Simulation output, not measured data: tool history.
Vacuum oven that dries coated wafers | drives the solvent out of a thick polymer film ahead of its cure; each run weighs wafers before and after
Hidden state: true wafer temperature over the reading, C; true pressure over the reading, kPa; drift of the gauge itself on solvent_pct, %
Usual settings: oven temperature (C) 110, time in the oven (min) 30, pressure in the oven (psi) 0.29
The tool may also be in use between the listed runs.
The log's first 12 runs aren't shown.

run,day,oven temperature (C),time in the oven (min),pressure in the oven (psi),hours of work since the thermocouples were calibrated,hours of work since the vacuum gauge was cleaned of residue,solvent left in the film (%)
13,31.779,107,30,0.425,257,2072,5.87
14,33.925,107,34,0.425,294,2109,5.13
15,35.783,107,34,0.425,326,2141,5.1
16,38.692,107,29,0.425,377,2192,6.03
17,40.967,107,29,0.425,416,2231,6.13
18,43.788,107,23,0.425,465,2280,7.61
19,45.908,107,23,0.425,502,2317,7.61
20,48.379,110,19,0.29,545,2360,7.53
21,51.092,110,19,0.29,592,2407,7.53
22,54.025,110,19,0.29,643,2458,7.61
23,57.271,112,44,0.29,699,2514,2.3
24,59.062,112,44,0.29,731,2545,2.31
25,61.562,110,44,0.29,774,2589,2.7
26,63.558,110,30,0.953,809,2623,5.82
27,67.3,125,52,0.767,874,2688,1.18
28,69.704,125,52,0.767,915,2730,1.09
29,73.129,113,34,0.29,975,2789,3.2
30,75.846,113,34,0.29,1022,2837,3.2
31,79.912,110,31,1.13,1092,2907,6.07
32,83.242,112,32,0.424,1150,2965,4.06
33,86.062,107,42,0.653,1199,3014,4.46
34,88.071,106,42,0.29,1234,3049,3.92
35,90.829,99,20,0.19,1282,3097,10.48
# day 92.342: oven's thermocouples calibrated
36,93.038,99,20,0.19,12,3134,10.54

Run 37 comes next. What will it give?
37,95.183,112,27,0.18,49,3171,?

{"run 37": {"solvent left in the film (%)": 4.64}}
Without the tool's hidden state the same run would have given solvent left in the film (%) 4.64.
